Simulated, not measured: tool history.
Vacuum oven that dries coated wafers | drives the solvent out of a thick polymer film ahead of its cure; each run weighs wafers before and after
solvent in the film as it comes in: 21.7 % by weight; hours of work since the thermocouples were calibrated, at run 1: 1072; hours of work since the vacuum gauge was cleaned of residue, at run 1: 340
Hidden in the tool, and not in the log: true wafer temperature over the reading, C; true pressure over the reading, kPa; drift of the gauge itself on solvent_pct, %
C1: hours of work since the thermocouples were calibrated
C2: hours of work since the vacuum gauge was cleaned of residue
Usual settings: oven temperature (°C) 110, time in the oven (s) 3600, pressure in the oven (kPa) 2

{"run": 1, "hour": 0.0, "oven temperature (°C)": 110, "time in the oven (s)": 3600, "pressure in the oven (kPa)": 2, "C1": 1072, "C2": 340, "solvent left in the film (%)": 3.98}
{"run": 2, "hour": 10.2, "oven temperature (°C)": 110, "time in the oven (s)": 3600, "pressure in the oven (kPa)": 2, "C1": 1078, "C2": 346, "solvent left in the film (%)": 3.94}
{"run": 3, "hour": 16.3, "oven temperature (°C)": 110, "time in the oven (s)": 3600, "pressure in the oven (kPa)": 1.51, "C1": 1082, "C2": 349, "solvent left in the film (%)": 3.32}
{"hour": 30.8, "done": "oven's thermocouples calibrated"}
{"run": 4, "hour": 32.4, "oven temperature (°C)": 103, "time in the oven (s)": 3600, "pressure in the oven (kPa)": 1.51, "C1": 1, "C2": 358, "solvent left in the film (%)": 5.76}
{"run": 5, "hour": 41.6, "oven temperature (°C)": 103, "time in the oven (s)": 3600, "pressure in the oven (kPa)": 1.51, "C1": 6, "C2": 363, "solvent left in the film (%)": 5.69}
{"run": 6, "hour": 54.1, "oven temperature (°C)": 103, "time in the oven (s)": 3600, "pressure in the oven (kPa)": 1.51, "C1": 14, "C2": 371, "solvent left in the film (%)": 5.72}
{"run": 7, "hour": 63.9, "oven temperature (°C)": 103, "time in the oven (s)": 3600, "pressure in the oven (kPa)": 1.51, "C1": 20, "C2": 377, "solvent left in the film (%)": 5.7}
{"run": 8, "hour": 74.5, "oven temperature (°C)": 103, "time in the oven (s)": 3600, "pressure in the oven (kPa)": 1.51, "C1": 26, "C2": 383, "solvent left in the film (%)": 5.71}
{"run": 9, "hour": 86.6, "oven temperature (°C)": 103, "time in the oven (s)": 3600, "pressure in the oven (kPa)": 1.51, "C1": 33, "C2": 390, "solvent left in the film (%)": 5.69}
{"run": 10, "hour": 99.0, "oven temperature (°C)": 110, "time in the oven (s)": 3600, "pressure in the oven (kPa)": 2, "C1": 41, "C2": 398, "solvent left in the film (%)": 4.35}
{"run": 11, "hour": 105.6, "oven temperature (°C)": 118, "time in the oven (s)": 3600, "pressure in the oven (kPa)": 2, "C1": 45, "C2": 402, "solvent left in the film (%)": 2.7}
{"run": 12, "hour": 120.1, "oven temperature (°C)": 110, "time in the oven (s)": 4440, "pressure in the oven (kPa)": 2, "C1": 53, "C2": 410, "solvent left in the film (%)": 3.68}
{"run": 13, "hour": 133.7, "oven temperature (°C)": 110, "time in the oven (s)": 3600, "pressure in the oven (kPa)": 2, "C1": 61, "C2": 418, "solvent left in the film (%)": 4.3}
{"run": 14, "hour": 142.7, "oven temperature (°C)": 98, "time in the oven (s)": 4320, "pressure in the oven (kPa)": 1.57, "C1": 67, "C2": 424, "solvent left in the film (%)": 6.52}
{"run": 15, "hour": 152.5, "oven temperature (°C)": 101, "time in the oven (s)": 3480, "pressure in the oven (kPa)": 1.49, "C1": 73, "C2": 430, "solvent left in the film (%)": 6.43}
{"run": 16, "hour": 159.8, "oven temperature (°C)": 110, "time in the oven (s)": 1860, "pressure in the oven (kPa)": 2, "C1": 77, "C2": 434, "solvent left in the film (%)": 7.45}
{"run": 17, "hour": 171.0, "oven temperature (°C)": 110, "time in the oven (s)": 1860, "pressure in the oven (kPa)": 2, "C1": 84, "C2": 441, "solvent left in the film (%)": 7.43}
{"run": 18, "hour": 181.5, "oven temperature (°C)": 120, "time in the oven (s)": 5040, "pressure in the oven (kPa)": 3.33, "C1": 90, "C2": 447, "solvent left in the film (%)": 3.39}
{"run": 19, "hour": 189.5, "oven temperature (°C)": 105, "time in the oven (s)": 2100, "pressure in the oven (kPa)": 6.23, "C1": 95, "C2": 452, "solvent left in the film (%)": 13.29}
{"run": 20, "hour": 203.2, "oven temperature (°C)": 105, "time in the oven (s)": 2100, "pressure in the oven (kPa)": 6.23, "C1": 103, "C2": 460, "solvent left in the film (%)": 13.29}
{"run": 21, "hour": 214.2, "oven temperature (°C)": 110, "time in the oven (s)": 2820, "pressure in the oven (kPa)": 5.23, "C1": 110, "C2": 466, "solvent left in the film (%)": 9.06}
{"run": 22, "hour": 222.0, "oven temperature (°C)": 122, "time in the oven (s)": 3600, "pressure in the oven (kPa)": 2, "C1": 114, "C2": 471, "solvent left in the film (%)": 2.21}
{"run": 23, "hour": 228.7, "oven temperature (°C)": 122, "time in the oven (s)": 3660, "pressure in the oven (kPa)": 3.57, "C1": 118, "C2": 475, "solvent left in the film (%)": 3.58}
{"run": 24, "hour": 239.0, "oven temperature (°C)": 97, "time in the oven (s)": 3480, "pressure in the oven (kPa)": 1.82, "C1": 124, "C2": 481, "solvent left in the film (%)": 8.38}
{"run": 25, "hour": 249.7, "oven temperature (°C)": 97, "time in the oven (s)": 3480, "pressure in the oven (kPa)": 1.82, "C1": 131, "C2": 488, "solvent left in the film (%)": 8.35}
{"run": 26, "hour": 263.7, "oven temperature (°C)": 110, "time in the oven (s)": 3600, "pressure in the oven (kPa)": 1.37, "C1": 139, "C2": 496, "solvent left in the film (%)": 3.53}

5 ways to go on from here, each from the tool as it stands after run 26. What would each give?
{"run": "A", "hour": 270.9, "oven temperature (°C)": 110, "time in the oven (s)": 6120, "pressure in the oven (kPa)": 1.17, "C1": 143, "C2": 500, "solvent left in the film (%)": "?"}
{"run": "B", "hour": 270.9, "oven temperature (°C)": 123, "time in the oven (s)": 3600, "pressure in the oven (kPa)": 1.25, "C1": 143, "C2": 500, "solvent left in the film (%)": "?"}
{"run": "C", "hour": 270.9, "oven temperature (°C)": 110, "time in the oven (s)": 3000, "pressure in the oven (kPa)": 3.5, "C1": 143, "C2": 500, "solvent left in the film (%)": "?"}
{"run": "D", "hour": 270.9, "oven temperature (°C)": 124, "time in the oven (s)": 5040, "pressure in the oven (kPa)": 2.35, "C1": 143, "C2": 500, "solvent left in the film (%)": "?"}
{"run": "E", "hour": 270.9, "oven temperature (°C)": 110, "time in the oven (s)": 2700, "pressure in the oven (kPa)": 2, "C1": 143, "C2": 500, "solvent left in the film (%)": "?"}

run=A solvent_left_in_the_film_(%)=2.01
run=B solvent_left_in_the_film_(%)=1.43
run=C solvent_left_in_the_film_(%)=6.85
run=D solvent_left_in_the_film_(%)=2.11
run=E solvent_left_in_the_film_(%)=5.51
Without the tool's hidden state the same runs would have given:
run=A solvent_left_in_the_film_(%)=1.99
run=B solvent_left_in_the_film_(%)=1.43
run=C solvent_left_in_the_film_(%)=7.07
run=D solvent_left_in_the_film_(%)=2.1
run=E solvent_left_in_the_film_(%)=5.71
